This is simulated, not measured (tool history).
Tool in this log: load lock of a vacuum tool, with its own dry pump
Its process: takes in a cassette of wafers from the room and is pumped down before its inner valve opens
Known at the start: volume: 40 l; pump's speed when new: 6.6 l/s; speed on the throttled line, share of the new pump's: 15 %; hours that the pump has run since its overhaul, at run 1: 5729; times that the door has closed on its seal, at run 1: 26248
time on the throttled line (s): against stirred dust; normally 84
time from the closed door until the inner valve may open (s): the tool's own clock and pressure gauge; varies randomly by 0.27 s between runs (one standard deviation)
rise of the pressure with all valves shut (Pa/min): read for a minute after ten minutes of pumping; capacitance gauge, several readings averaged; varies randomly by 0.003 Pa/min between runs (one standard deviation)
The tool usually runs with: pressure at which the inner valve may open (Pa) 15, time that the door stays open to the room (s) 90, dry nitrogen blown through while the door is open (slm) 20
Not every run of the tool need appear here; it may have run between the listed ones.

| run | hour | time on the throttled line (s) | pressure at which the inner valve may open (Pa) | time that the door stays open to the room (s) | dry nitrogen blown through while the door is open (slm) | hours that the pump has run since its overhaul | times that the door has closed on its seal | incoming humidity of the room's air, % | time from the closed door until the inner valve may open (s) | rise of the pressure with all valves shut (Pa/min) |
|---|---|---|---|---|---|---|---|---|---|---|
| 1 | 0.0 | 84 | 15 | 90 | 20 | 5729 | 26248 | 45.0 | 126.6 | 0.128 |
| 2 | 610.6 | 84 | 15 | 90 | 20 | 6339 | 28783 | 48.4 | 127.1 | 0.134 |
| 3 | 1184.5 | 84 | 15 | 101 | 20 | 6913 | 31165 | 43.5 | 127.0 | 0.148 |
| 4 | 1559.1 | 84 | 15 | 90 | 25 | 7288 | 32721 | 42.1 | 127.4 | 0.149 |
| 5 | 1988.0 | 84 | 15 | 90 | 25 | 7717 | 34501 | 45.6 | 127.4 | 0.156 |
| 6 | 2353.1 | 84 | 15 | 90 | 20 | 8082 | 36017 | 45.3 | 127.9 | 0.167 |
| 7 | 2797.3 | 84 | 15 | 90 | 20 | 8526 | 37860 | 43.5 | 127.3 | 0.179 |
| 8 | 3493.1 | 84 | 15 | 90 | 20 | 9222 | 40749 | 43.0 | 128.1 | 0.195 |
| 9 | 3800.8 | 84 | 15 | 90 | 20 | 9529 | 42026 | 47.5 | 127.9 | 0.197 |
|  | 4196.7 | door's seal changed, seat wiped |
| 10 | 4416.4 | 84 | 15 | 90 | 20 | 10144 | 912 | 47.2 | 127.8 | 0.046 |
| 11 | 5096.6 | 84 | 15 | 82 | 20 | 10824 | 3735 | 42.9 | 128.2 | 0.050 |
| 12 | 5802.9 | 84 | 15 | 82 | 20 | 11530 | 6668 | 41.9 | 128.7 | 0.050 |
| 13 | 6141.7 | 84 | 15 | 90 | 20 | 11869 | 8074 | 46.8 | 129.1 | 0.063 |
| 14 | 6668.1 | 84 | 15 | 90 | 20 | 12395 | 10259 | 46.9 | 129.1 | 0.066 |
| 15 | 7021.7 | 84 | 15 | 90 | 20 | 12749 | 11727 | 50.0 | 129.1 | 0.076 |
| 16 | 7335.2 | 84 | 17 | 90 | 19 | 13062 | 13029 | 44.3 | 128.3 | 0.070 |
| 17 | 7807.4 | 84 | 17 | 90 | 19 | 13535 | 14989 | 48.5 | 128.4 | 0.078 |
| 18 | 8250.2 | 128 | 17 | 94 | 31 | 13977 | 16827 | 43.2 | 166.0 | 0.078 |
| 19 | 8849.8 | 128 | 17 | 94 | 31 | 14577 | 19316 | 44.6 | 165.2 | 0.088 |
| 20 | 9403.0 | 84 | 15 | 90 | 13 | 15130 | 21613 | 45.1 | 129.6 | 0.103 |
| 21 | 9701.3 | 138 | 12 | 139 | 9 | 15429 | 22851 | 45.0 | 177.0 | 0.124 |
| 22 | 10067.3 | 138 | 12 | 139 | 9 | 15795 | 24371 | 45.0 | 176.5 | 0.132 |
| 23 | 10771.1 | 138 | 12 | 139 | 9 | 16498 | 27292 | 42.4 | 176.8 | 0.137 |
| 24 | 11249.1 | 49 | 15 | 90 | 20 | 16976 | 29277 | 46.5 | 101.2 | 0.136 |
| 25 | 11682.6 | 49 | 15 | 233 | 20 | 17410 | 31076 | 44.3 | 101.6 | 0.154 |
| 26 | 12198.1 | 71 | 12 | 123 | 10 | 17925 | 33216 | 45.6 | 121.6 | 0.166 |
| 27 | 12878.0 | 60 | 15 | 41 | 24 | 18605 | 36039 | 42.9 | 110.5 | 0.143 |
| 28 | 13168.2 | 104 | 12 | 102 | 25 | 18895 | 37243 | 48.3 | 149.3 | 0.173 |
|  | 13428.1 | dry pump taken out, an overhauled one fitted |
| 29 | 13780.4 | 104 | 12 | 102 | 25 | 352 | 39760 | 41.0 | 143.2 | 0.188 |

How would selected steps in time from the closed door until the inner valve may open (s) from run to run divide? Give the signed amount a tool lacking its hidden state would still show from settings, what came in and random variation, and the signed amount left for the hidden state, including any gauge scatter that is not in both of the compared results.
The tool's hidden condition here consists of: pump's speed, % of a new pump's; leak at the door's seal, Pa l/s; drift of the gauge itself on ready_s, %; drift of the gauge itself on rise_pa_min, %.
Run 20 -> 21: time on the throttled line (s) 84 -> 138, pressure at which the inner valve may open (Pa) 15 -> 12, time that the door stays open to the room (s) 90 -> 139, dry nitrogen blown through while the door is open (slm) 13 -> 9. time from the closed door until the inner valve may open (s) +47.4: hidden state -0.6, all else +48.0.
Run 23 -> 24: time on the throttled line (s) 138 -> 49, pressure at which the inner valve may open (Pa) 12 -> 15, time that the door stays open to the room (s) 139 -> 90, dry nitrogen blown through while the door is open (slm) 9 -> 20. time from the closed door until the inner valve may open (s) -75.6: hidden state +1.7, all else -77.3.
Run 28 -> 29: dry pump taken out, an overhauled one fitted. time from the closed door until the inner valve may open (s) -6.1: hidden state -5.6, all else -0.5.

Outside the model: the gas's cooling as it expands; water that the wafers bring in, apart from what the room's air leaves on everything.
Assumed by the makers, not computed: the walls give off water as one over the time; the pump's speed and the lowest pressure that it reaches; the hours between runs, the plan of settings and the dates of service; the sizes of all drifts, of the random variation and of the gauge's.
